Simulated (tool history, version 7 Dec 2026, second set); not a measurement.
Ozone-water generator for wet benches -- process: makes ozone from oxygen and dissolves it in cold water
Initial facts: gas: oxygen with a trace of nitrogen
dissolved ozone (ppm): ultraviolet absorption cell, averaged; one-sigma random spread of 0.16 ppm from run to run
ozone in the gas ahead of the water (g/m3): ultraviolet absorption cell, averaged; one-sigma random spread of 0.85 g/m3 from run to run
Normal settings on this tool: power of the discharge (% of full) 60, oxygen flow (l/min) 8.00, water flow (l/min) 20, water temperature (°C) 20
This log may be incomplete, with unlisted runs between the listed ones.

run,hour,power of the discharge (% of full),oxygen flow (l/min),water flow (l/min),water temperature (°C),dissolved ozone (ppm),ozone in the gas ahead of the water (g/m3)
1,0.0,60,8.00,20,20,17.5,126.8
2,87.9,60,8.00,20,20,17.5,126.1
# hour 151.0: contactor cleaned
3,158.3,60,8.00,20,20,18.5,126.5
4,237.6,60,8.00,20,20,18.3,125.9
5,274.1,60,5.25,20,20,19.2,161.6
6,352.9,60,5.25,20,20,19.3,161.7
7,393.9,60,5.25,20,20,19.3,160.2
8,448.2,60,5.25,20,20,18.8,160.5
9,494.9,74,4.63,28,17,17.5,189.5
10,564.4,74,4.63,28,17,17.4,190.9
11,652.0,60,8.00,23,16,17.9,125.5

Run 12 comes next. What will it give?
12,730.4,96,8.00,20,24,?,?

dissolved ozone (ppm): 21.8
ozone in the gas ahead of the water (g/m3): 162.7
Minus the tool's unlogged condition, the same run would have read dissolved ozone (ppm) 25.1, ozone in the gas ahead of the water (g/m3) 185.6.
